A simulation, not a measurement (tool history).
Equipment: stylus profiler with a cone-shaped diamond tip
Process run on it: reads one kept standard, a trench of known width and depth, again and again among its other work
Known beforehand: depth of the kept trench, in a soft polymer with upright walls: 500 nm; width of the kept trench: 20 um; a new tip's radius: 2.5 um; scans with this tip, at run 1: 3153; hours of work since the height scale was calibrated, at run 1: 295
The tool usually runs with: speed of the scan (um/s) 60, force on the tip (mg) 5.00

| run | hour | speed of the scan (um/s) | force on the tip (mg) | scans with this tip | hours of work since the height scale was calibrated | depth of the trench (Å) | width of the trench's floor (um) |
|---|---|---|---|---|---|---|---|
| 1 | 0.0 | 60 | 5.00 | 3153 | 295 | 5110.0 | 16.90 |
| 2 | 23.1 | 20 | 5.00 | 3287 | 307 | 5107.8 | 16.95 |
| 3 | 45.5 | 20 | 5.00 | 3417 | 320 | 5108.2 | 16.94 |
| 4 | 59.4 | 20 | 5.00 | 3497 | 327 | 5106.1 | 16.88 |
| 5 | 70.0 | 60 | 5.00 | 3558 | 333 | 5104.5 | 16.82 |
| 6 | 87.1 | 96 | 5.00 | 3657 | 342 | 5106.7 | 16.73 |
| 7 | 98.4 | 60 | 13.58 | 3722 | 348 | 5216.9 | 16.83 |
| 8 | 116.9 | 60 | 13.58 | 3830 | 358 | 5215.7 | 16.80 |
| 9 | 137.2 | 52 | 5.00 | 3947 | 369 | 5107.7 | 16.86 |
| 10 | 151.4 | 52 | 5.00 | 4029 | 377 | 5103.1 | 16.83 |
| 11 | 175.5 | 60 | 5.39 | 4169 | 390 | 5112.7 | 16.77 |
| 12 | 195.0 | 60 | 5.39 | 4281 | 400 | 5112.1 | 16.78 |
| 13 | 218.0 | 26 | 5.00 | 4415 | 413 | 5103.9 | 16.83 |
| 14 | 235.0 | 26 | 5.00 | 4513 | 422 | 5103.6 | 16.90 |
| 15 | 260.4 | 26 | 5.00 | 4660 | 436 | 5106.0 | 16.82 |
| 16 | 281.5 | 26 | 5.00 | 4782 | 447 | 5103.9 | 16.83 |
| 17 | 306.5 | 60 | 7.31 | 4926 | 461 | 5137.1 | 16.76 |
| 18 | 320.9 | 60 | 7.31 | 5010 | 469 | 5136.8 | 16.76 |
| 19 | 331.4 | 213 | 7.31 | 5071 | 474 | 5136.2 | 16.55 |
| 20 | 350.0 | 213 | 7.31 | 5178 | 484 | 5136.9 | 16.51 |
| 21 | 361.1 | 213 | 7.31 | 5243 | 490 | 5134.5 | 16.54 |
| 22 | 380.2 | 60 | 5.00 | 5353 | 501 | 5101.2 | 16.78 |
| 23 | 400.4 | 60 | 5.00 | 5470 | 512 | 5103.7 | 16.73 |
| 24 | 424.3 | 16 | 14.38 | 5608 | 525 | 5221.1 | 16.80 |
| 25 | 440.9 | 84 | 2.03 | 5704 | 534 | 5047.9 | 16.60 |
| 26 | 459.9 | 26 | 5.00 | 5814 | 544 | 5101.7 | 16.79 |
| 27 | 475.0 | 26 | 5.00 | 5901 | 552 | 5102.0 | 16.79 |
| 28 | 499.5 | 72 | 5.00 | 6043 | 565 | 5098.4 | 16.67 |
| 29 | 517.5 | 120 | 8.70 | 6148 | 575 | 5154.3 | 16.64 |
| 30 | 541.5 | 120 | 8.70 | 6286 | 588 | 5151.6 | 16.67 |

The next listed run, before its measurement:
| 31 | 557.9 | 120 | 8.70 | 6381 | 597 | ? | ? |

Run 31 produced depth of the trench (Å) 5153.5, width of the trench's floor (um) 16.65.
Were there no unlogged condition in the tool, this run, its random variation unchanged, would have produced depth of the trench (Å) 5169.0, width of the trench's floor (um) 16.84.
